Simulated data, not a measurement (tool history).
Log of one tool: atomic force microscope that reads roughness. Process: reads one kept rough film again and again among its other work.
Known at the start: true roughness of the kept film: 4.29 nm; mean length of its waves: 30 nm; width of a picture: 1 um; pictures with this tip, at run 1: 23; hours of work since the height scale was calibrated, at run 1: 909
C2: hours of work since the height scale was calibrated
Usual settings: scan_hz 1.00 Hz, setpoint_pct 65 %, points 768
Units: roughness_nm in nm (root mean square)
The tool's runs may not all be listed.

{"run": 1, "day": 0.0, "scan_hz": 1.0, "setpoint_pct": 65, "points": 768, "pictures with this tip": 23, "C2": 909, "roughness_nm": 3.726}
{"run": 2, "day": 1.996, "scan_hz": 1.0, "setpoint_pct": 65, "points": 768, "pictures with this tip": 89, "C2": 930, "roughness_nm": 3.582}
{"day": 3.454, "done": "new tip fitted"}
{"run": 3, "day": 4.408, "scan_hz": 1.0, "setpoint_pct": 78, "points": 768, "pictures with this tip": 31, "C2": 956, "roughness_nm": 3.656}
{"run": 4, "day": 5.5, "scan_hz": 1.0, "setpoint_pct": 78, "points": 768, "pictures with this tip": 67, "C2": 968, "roughness_nm": 3.585}
{"run": 5, "day": 7.333, "scan_hz": 1.0, "setpoint_pct": 78, "points": 768, "pictures with this tip": 127, "C2": 988, "roughness_nm": 3.486}
{"day": 7.554, "done": "new tip fitted"}
{"run": 6, "day": 8.829, "scan_hz": 1.0, "setpoint_pct": 78, "points": 768, "pictures with this tip": 42, "C2": 1004, "roughness_nm": 3.637}
{"run": 7, "day": 10.808, "scan_hz": 2.91, "setpoint_pct": 78, "points": 768, "pictures with this tip": 107, "C2": 1025, "roughness_nm": 3.338}
{"day": 11.729, "done": "new tip fitted"}
{"run": 8, "day": 12.258, "scan_hz": 2.91, "setpoint_pct": 78, "points": 768, "pictures with this tip": 18, "C2": 1041, "roughness_nm": 3.587}
{"run": 9, "day": 14.608, "scan_hz": 1.0, "setpoint_pct": 77, "points": 768, "pictures with this tip": 95, "C2": 1066, "roughness_nm": 3.535}
{"day": 15.85, "done": "new tip fitted"}
{"run": 10, "day": 16.233, "scan_hz": 1.0, "setpoint_pct": 77, "points": 768, "pictures with this tip": 12, "C2": 1084, "roughness_nm": 3.76}
{"run": 11, "day": 18.258, "scan_hz": 1.0, "setpoint_pct": 65, "points": 258, "pictures with this tip": 79, "C2": 1106, "roughness_nm": 3.558}
{"run": 12, "day": 19.442, "scan_hz": 1.0, "setpoint_pct": 65, "points": 768, "pictures with this tip": 118, "C2": 1118, "roughness_nm": 3.537}
{"day": 19.979, "done": "new tip fitted"}
{"run": 13, "day": 21.0, "scan_hz": 1.0, "setpoint_pct": 63, "points": 768, "pictures with this tip": 33, "C2": 1135, "roughness_nm": 3.724}
{"run": 14, "day": 22.392, "scan_hz": 1.0, "setpoint_pct": 63, "points": 768, "pictures with this tip": 79, "C2": 1150, "roughness_nm": 3.603}
{"day": 24.092, "done": "new tip fitted"}
{"run": 15, "day": 24.196, "scan_hz": 1.0, "setpoint_pct": 63, "points": 768, "pictures with this tip": 3, "C2": 1169, "roughness_nm": 3.809}
{"run": 16, "day": 26.571, "scan_hz": 1.0, "setpoint_pct": 63, "points": 768, "pictures with this tip": 81, "C2": 1195, "roughness_nm": 3.597}
{"day": 28.158, "done": "new tip fitted"}
{"run": 17, "day": 28.162, "scan_hz": 1.0, "setpoint_pct": 63, "points": 768, "pictures with this tip": 0, "C2": 1212, "roughness_nm": 3.818}
{"run": 18, "day": 29.767, "scan_hz": 1.0, "setpoint_pct": 65, "points": 467, "pictures with this tip": 53, "C2": 1229, "roughness_nm": 3.684}
{"run": 19, "day": 31.612, "scan_hz": 1.0, "setpoint_pct": 65, "points": 467, "pictures with this tip": 113, "C2": 1249, "roughness_nm": 3.517}
{"day": 32.333, "done": "new tip fitted"}
{"run": 20, "day": 33.938, "scan_hz": 1.0, "setpoint_pct": 65, "points": 467, "pictures with this tip": 53, "C2": 1274, "roughness_nm": 3.655}
{"run": 21, "day": 35.225, "scan_hz": 0.85, "setpoint_pct": 55, "points": 596, "pictures with this tip": 95, "C2": 1288, "roughness_nm": 3.592}
{"day": 36.358, "done": "new tip fitted"}
{"run": 22, "day": 36.358, "scan_hz": 1.0, "setpoint_pct": 68, "points": 768, "pictures with this tip": 0, "C2": 1300, "roughness_nm": 3.774}
{"run": 23, "day": 37.846, "scan_hz": 1.0, "setpoint_pct": 89, "points": 357, "pictures with this tip": 49, "C2": 1316, "roughness_nm": 3.532}
{"run": 24, "day": 39.8, "scan_hz": 1.0, "setpoint_pct": 89, "points": 357, "pictures with this tip": 113, "C2": 1338, "roughness_nm": 3.339}
{"day": 40.496, "done": "new tip fitted"}
{"run": 25, "day": 40.808, "scan_hz": 1.0, "setpoint_pct": 89, "points": 357, "pictures with this tip": 10, "C2": 1348, "roughness_nm": 3.598}
{"day": 41.017, "done": "height scale calibrated on a step standard"}
{"run": 26, "day": 42.583, "scan_hz": 1.0, "setpoint_pct": 89, "points": 381, "pictures with this tip": 67, "C2": 17, "roughness_nm": 3.465}
{"run": 27, "day": 43.738, "scan_hz": 1.0, "setpoint_pct": 89, "points": 381, "pictures with this tip": 105, "C2": 29, "roughness_nm": 3.361}
{"day": 44.675, "done": "new tip fitted"}
{"run": 28, "day": 45.892, "scan_hz": 1.27, "setpoint_pct": 85, "points": 701, "pictures with this tip": 40, "C2": 53, "roughness_nm": 3.527}
{"run": 29, "day": 47.792, "scan_hz": 1.27, "setpoint_pct": 85, "points": 701, "pictures with this tip": 102, "C2": 73, "roughness_nm": 3.4}
{"day": 48.729, "done": "new tip fitted"}
{"run": 30, "day": 49.712, "scan_hz": 1.28, "setpoint_pct": 58, "points": 1003, "pictures with this tip": 33, "C2": 94, "roughness_nm": 3.724}
{"run": 31, "day": 51.696, "scan_hz": 1.28, "setpoint_pct": 58, "points": 503, "pictures with this tip": 98, "C2": 115, "roughness_nm": 3.528}
{"day": 52.9, "done": "new tip fitted"}
{"day": 53.346, "done": "height scale calibrated on a step standard, once more"}
{"run": 32, "day": 53.817, "scan_hz": 3.78, "setpoint_pct": 65, "points": 421, "pictures with this tip": 28, "C2": 5, "roughness_nm": 3.593}
{"run": 33, "day": 55.508, "scan_hz": 3.78, "setpoint_pct": 71, "points": 738, "pictures with this tip": 84, "C2": 23, "roughness_nm": 3.444}
{"run": 34, "day": 56.592, "scan_hz": 2.28, "setpoint_pct": 74, "points": 768, "pictures with this tip": 119, "C2": 35, "roughness_nm": 3.416}
{"day": 57.079, "done": "new tip fitted"}
{"run": 35, "day": 58.442, "scan_hz": 1.0, "setpoint_pct": 81, "points": 778, "pictures with this tip": 44, "C2": 55, "roughness_nm": 3.624}
{"run": 36, "day": 60.192, "scan_hz": 1.0, "setpoint_pct": 89, "points": 883, "pictures with this tip": 102, "C2": 74, "roughness_nm": 3.495}
{"day": 61.112, "done": "new tip fitted"}
{"run": 37, "day": 62.392, "scan_hz": 3.59, "setpoint_pct": 81, "points": 772, "pictures with this tip": 41, "C2": 97, "roughness_nm": 3.412}
{"run": 38, "day": 64.412, "scan_hz": 1.5, "setpoint_pct": 65, "points": 768, "pictures with this tip": 108, "C2": 119, "roughness_nm": 3.572}
{"day": 65.238, "done": "new tip fitted"}
{"run": 39, "day": 65.75, "scan_hz": 1.5, "setpoint_pct": 65, "points": 768, "pictures with this tip": 17, "C2": 134, "roughness_nm": 3.794}

The same runs without the tool's hidden state, with the same run-to-run variation:
The hidden state here: radius of the tip, nm; height scale over the true one, %; drift of the gauge itself on roughness_nm, %.
run=1 roughness_nm=3.858
run=2 roughness_nm=3.872
run=3 roughness_nm=3.791
run=4 roughness_nm=3.807
run=5 roughness_nm=3.854
run=6 roughness_nm=3.783
run=7 roughness_nm=3.636
run=8 roughness_nm=3.673
run=9 roughness_nm=3.836
run=10 roughness_nm=3.839
run=11 roughness_nm=3.808
run=12 roughness_nm=3.887
run=13 roughness_nm=3.872
run=14 roughness_nm=3.875
run=15 roughness_nm=3.873
run=16 roughness_nm=3.866
run=17 roughness_nm=3.877
run=18 roughness_nm=3.874
run=19 roughness_nm=3.860
run=20 roughness_nm=3.861
run=21 roughness_nm=3.910
run=22 roughness_nm=3.857
run=23 roughness_nm=3.744
run=24 roughness_nm=3.707
run=25 roughness_nm=3.704
run=26 roughness_nm=3.732
run=27 roughness_nm=3.710
run=28 roughness_nm=3.715
run=29 roughness_nm=3.729
run=30 roughness_nm=3.895
run=31 roughness_nm=3.865
run=32 roughness_nm=3.704
run=33 roughness_nm=3.675
run=34 roughness_nm=3.737
run=35 roughness_nm=3.751
run=36 roughness_nm=3.767
run=37 roughness_nm=3.526
run=38 roughness_nm=3.862
run=39 roughness_nm=3.849

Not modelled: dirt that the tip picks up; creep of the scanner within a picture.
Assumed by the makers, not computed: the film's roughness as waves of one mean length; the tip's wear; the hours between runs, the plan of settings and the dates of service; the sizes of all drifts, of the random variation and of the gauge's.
